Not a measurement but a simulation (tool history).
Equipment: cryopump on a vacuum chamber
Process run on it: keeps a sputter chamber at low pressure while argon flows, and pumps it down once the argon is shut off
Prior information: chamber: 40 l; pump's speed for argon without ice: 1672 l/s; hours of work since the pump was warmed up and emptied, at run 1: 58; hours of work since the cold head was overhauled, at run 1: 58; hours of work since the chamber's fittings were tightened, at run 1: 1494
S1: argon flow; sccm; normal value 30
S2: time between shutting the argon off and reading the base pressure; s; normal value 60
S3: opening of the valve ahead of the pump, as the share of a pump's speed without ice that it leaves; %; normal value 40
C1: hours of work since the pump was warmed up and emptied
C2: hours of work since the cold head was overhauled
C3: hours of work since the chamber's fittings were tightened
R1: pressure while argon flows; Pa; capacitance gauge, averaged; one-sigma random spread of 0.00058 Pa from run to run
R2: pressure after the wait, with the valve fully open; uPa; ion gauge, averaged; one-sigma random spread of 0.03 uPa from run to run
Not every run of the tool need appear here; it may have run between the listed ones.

| run | hour | S1 | S2 | S3 | C1 | C2 | C3 | R1 | R2 |
|---|---|---|---|---|---|---|---|---|---|
| 1 | 0.0 | 30 | 60 | 40 | 58 | 58 | 1494 | 0.0769 | 2.37 |
| 2 | 19.4 | 30 | 60 | 40 | 67 | 67 | 1504 | 0.0785 | 2.35 |
| 3 | 40.4 | 30 | 60 | 40 | 77 | 77 | 1514 | 0.0785 | 2.40 |
| 4 | 63.9 | 30 | 60 | 40 | 89 | 89 | 1526 | 0.0790 | 2.42 |
| 5 | 88.5 | 30 | 60 | 40 | 101 | 101 | 1538 | 0.0790 | 2.44 |
| 6 | 113.1 | 30 | 60 | 40 | 113 | 113 | 1550 | 0.0785 | 2.54 |
| 7 | 131.8 | 30 | 28 | 40 | 122 | 122 | 1559 | 0.0787 | 4.10 |
| 8 | 145.6 | 30 | 60 | 40 | 129 | 129 | 1566 | 0.0794 | 2.53 |
| 9 | 168.1 | 30 | 35 | 40 | 140 | 140 | 1577 | 0.0790 | 3.46 |
| 10 | 196.4 | 30 | 35 | 40 | 154 | 154 | 1591 | 0.0802 | 3.45 |
| 11 | 209.5 | 30 | 60 | 40 | 160 | 160 | 1597 | 0.0801 | 2.51 |
| 12 | 225.8 | 30 | 60 | 53 | 168 | 168 | 1605 | 0.0618 | 2.52 |
| 13 | 240.6 | 30 | 23 | 53 | 176 | 176 | 1612 | 0.0622 | 4.74 |
| 14 | 268.8 | 30 | 60 | 40 | 190 | 190 | 1626 | 0.0813 | 2.60 |
| 15 | 288.2 | 30 | 60 | 40 | 199 | 199 | 1636 | 0.0813 | 2.63 |
| 16 | 308.4 | 38 | 88 | 37 | 209 | 209 | 1646 | 0.1112 | 2.20 |
| 17 | 330.5 | 38 | 88 | 37 | 220 | 220 | 1656 | 0.1110 | 2.18 |
| 18 | 352.8 | 34 | 32 | 55 | 231 | 231 | 1667 | 0.0695 | 3.84 |
| 19 | 367.0 | 20 | 216 | 44 | 238 | 238 | 1674 | 0.0501 | 1.76 |
| 20 | 386.0 | 26 | 216 | 17 | 247 | 247 | 1684 | 0.1620 | 1.83 |
| 21 | 403.2 | 26 | 216 | 17 | 256 | 256 | 1692 | 0.1616 | 1.80 |
| 22 | 423.6 | 26 | 216 | 17 | 266 | 266 | 1702 | 0.1616 | 1.89 |
| 23 | 442.6 | 31 | 145 | 27 | 275 | 275 | 1711 | 0.1241 | 2.01 |
| 24 | 460.1 | 20 | 42 | 23 | 283 | 283 | 1720 | 0.0935 | 3.40 |
| 25 | 473.3 | 20 | 42 | 23 | 290 | 290 | 1727 | 0.0943 | 3.38 |
| 26 | 487.7 | 20 | 42 | 23 | 297 | 297 | 1734 | 0.0951 | 3.33 |
| 27 | 501.4 | 46 | 270 | 31 | 304 | 304 | 1740 | 0.1647 | 1.85 |

What if the next run were any one of these 3? Each begins from the tool's condition after run 27:
| A | 528.7 | 18 | 60 | 28 | 317 | 317 | 1754 | ? | ? |
| B | 528.7 | 37 | 155 | 27 | 317 | 317 | 1754 | ? | ? |
| C | 528.7 | 49 | 42 | 40 | 317 | 317 | 1754 | ? | ? |

| run | R1 | R2 |
|---|---|---|
| A | 0.0700 | 2.93 |
| B | 0.1508 | 2.04 |
| C | 0.1410 | 3.43 |
With no hidden state in the tool, these same runs would have given:
| run | R1 | R2 |
|---|---|---|
| A | 0.0642 | 1.50 |
| B | 0.1387 | 0.66 |
| C | 0.1250 | 2.02 |

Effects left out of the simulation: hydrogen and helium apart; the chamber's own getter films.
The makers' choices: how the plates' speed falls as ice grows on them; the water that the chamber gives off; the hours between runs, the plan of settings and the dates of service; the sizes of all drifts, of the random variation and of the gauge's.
